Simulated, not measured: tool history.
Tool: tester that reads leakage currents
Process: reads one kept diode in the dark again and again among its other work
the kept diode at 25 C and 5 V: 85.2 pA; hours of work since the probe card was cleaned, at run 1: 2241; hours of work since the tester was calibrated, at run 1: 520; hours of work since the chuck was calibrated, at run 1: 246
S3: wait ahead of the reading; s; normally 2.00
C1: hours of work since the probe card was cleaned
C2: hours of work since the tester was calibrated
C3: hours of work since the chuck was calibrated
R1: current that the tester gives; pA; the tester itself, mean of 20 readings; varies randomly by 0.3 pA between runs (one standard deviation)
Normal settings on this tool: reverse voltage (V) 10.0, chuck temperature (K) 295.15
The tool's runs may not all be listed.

Run 1, hour 0.0: usual settings; C1 2241; C2 520; C3 246. Result: R1 103.43 pA.
Run 2, hour 20.1: usual settings; C1 2255; C2 534; C3 260. Result: R1 102.97 pA.
Run 3, hour 39.4: usual settings but reverse voltage (V) 19.3; C1 2269; C2 548; C3 274. Result: R1 146.67 pA.
Run 4, hour 56.5: usual settings but reverse voltage (V) 19.3, S3 3.21 s; C1 2281; C2 560; C3 286. Result: R1 146.64 pA.
Run 5, hour 92.3: usual settings but reverse voltage (V) 19.3, S3 3.21 s; C1 2306; C2 585; C3 311. Result: R1 147.26 pA.
Run 6, hour 124.3: usual settings; C1 2329; C2 608; C3 334. Result: R1 104.44 pA.
Run 7, hour 152.9: usual settings; C1 2349; C2 628; C3 354. Result: R1 104.71 pA.
Run 8, hour 175.6: usual settings; C1 2365; C2 644; C3 370. Result: R1 104.58 pA.
Run 9, hour 205.2: usual settings; C1 2386; C2 665; C3 391. Result: R1 104.93 pA.
Run 10, hour 221.2: usual settings; C1 2397; C2 676; C3 402. Result: R1 105.50 pA.
Run 11, hour 244.1: usual settings; C1 2413; C2 692; C3 418. Result: R1 105.18 pA.
Run 12, hour 261.2: usual settings but reverse voltage (V) 13.5; C1 2425; C2 704; C3 430. Result: R1 124.06 pA.
Run 13, hour 277.9: usual settings but reverse voltage (V) 13.5; C1 2437; C2 716; C3 442. Result: R1 124.07 pA.
Run 14, hour 309.1: usual settings but reverse voltage (V) 13.5; C1 2459; C2 738; C3 464. Result: R1 124.13 pA.
Run 15, hour 331.6: usual settings but reverse voltage (V) 13.5; C1 2475; C2 754; C3 480. Result: R1 124.61 pA.
Run 16, hour 350.1: usual settings but reverse voltage (V) 13.5; C1 2488; C2 767; C3 493. Result: R1 125.70 pA.
Run 17, hour 382.1: usual settings but reverse voltage (V) 13.5; C1 2511; C2 790; C3 516. Result: R1 125.60 pA.
Run 18, hour 412.3: usual settings but reverse voltage (V) 13.5; C1 2532; C2 811; C3 537. Result: R1 126.38 pA.
Run 19, hour 435.5: usual settings but reverse voltage (V) 1.2, chuck temperature (K) 304.15, S3 2.30 s; C1 2548; C2 827; C3 553. Result: R1 66.50 pA.
Run 20, hour 456.7: usual settings but reverse voltage (V) 2.6, chuck temperature (K) 323.15, S3 3.62 s; C1 2563; C2 842; C3 568. Result: R1 341.64 pA.
Run 21, hour 489.6: usual settings but reverse voltage (V) 2.6, chuck temperature (K) 323.15, S3 3.62 s; C1 2587; C2 865; C3 591. Result: R1 343.39 pA.
At hour 494.4: tester calibrated.
Run 22, hour 508.7: usual settings but reverse voltage (V) 10.8, chuck temperature (K) 323.15, S3 0.58 s; C1 2599; C2 10; C3 604. Result: R1 716.58 pA.
Run 23, hour 527.5: usual settings but reverse voltage (V) 8.1, chuck temperature (K) 325.15, S3 1.88 s; C1 2612; C2 23; C3 617. Result: R1 694.60 pA.
Run 24, hour 549.6: usual settings but reverse voltage (V) 9.0, chuck temperature (K) 299.15, S3 0.45 s; C1 2628; C2 39; C3 632. Result: R1 137.38 pA.
Run 25, hour 575.0: usual settings but reverse voltage (V) 1.2, S3 6.96 s; C1 2645; C2 57; C3 650. Result: R1 35.69 pA.
At hour 579.9: tester calibrated, once more.
Run 26, hour 593.6: usual settings but reverse voltage (V) 5.3, S3 1.10 s; C1 2657; C2 10; C3 662. Result: R1 78.56 pA.
Run 27, hour 619.3: usual settings but reverse voltage (V) 5.3, S3 1.10 s; C1 2675; C2 28; C3 680. Result: R1 78.42 pA.
Run 28, hour 644.0: usual settings but reverse voltage (V) 3.3, chuck temperature (K) 309.15, S3 1.79 s; C1 2693; C2 45; C3 698. Result: R1 161.12 pA.
Run 29, hour 662.9: usual settings but reverse voltage (V) 3.3, chuck temperature (K) 322.15, S3 0.62 s; C1 2706; C2 59; C3 711. Result: R1 371.21 pA.
Run 30, hour 685.6: usual settings but reverse voltage (V) 8.5, S3 3.04 s; C1 2722; C2 75; C3 727. Result: R1 101.04 pA.
Run 31, hour 715.4: usual settings but reverse voltage (V) 6.0, S3 1.03 s; C1 2743; C2 96; C3 748. Result: R1 84.58 pA.

What would each run have given without the hidden state, its run-to-run variation left as it was?
Hidden state present: stray current of the dirty probe card, pA a volt; current scale over the true one, %; true chuck temperature over the reading, C; drift of the gauge itself on leakage_pa, %.
run      R1
  1   98.59
  2   97.96
  3  137.92
  4  137.65
  5  137.73
  6   98.36
  7   98.34
  8   98.01
  9   98.07
 10   98.43
 11   97.91
 12  114.81
 13  114.63
 14  114.34
 15  114.51
 16  115.30
 17  114.88
 18  115.25
 19   62.44
 20  323.59
 21  324.50
 22  675.19
 23  654.58
 24  125.75
 25   32.82
 26   71.06
 27   70.76
 28  148.33
 29  344.63
 30   90.04
 31   75.49
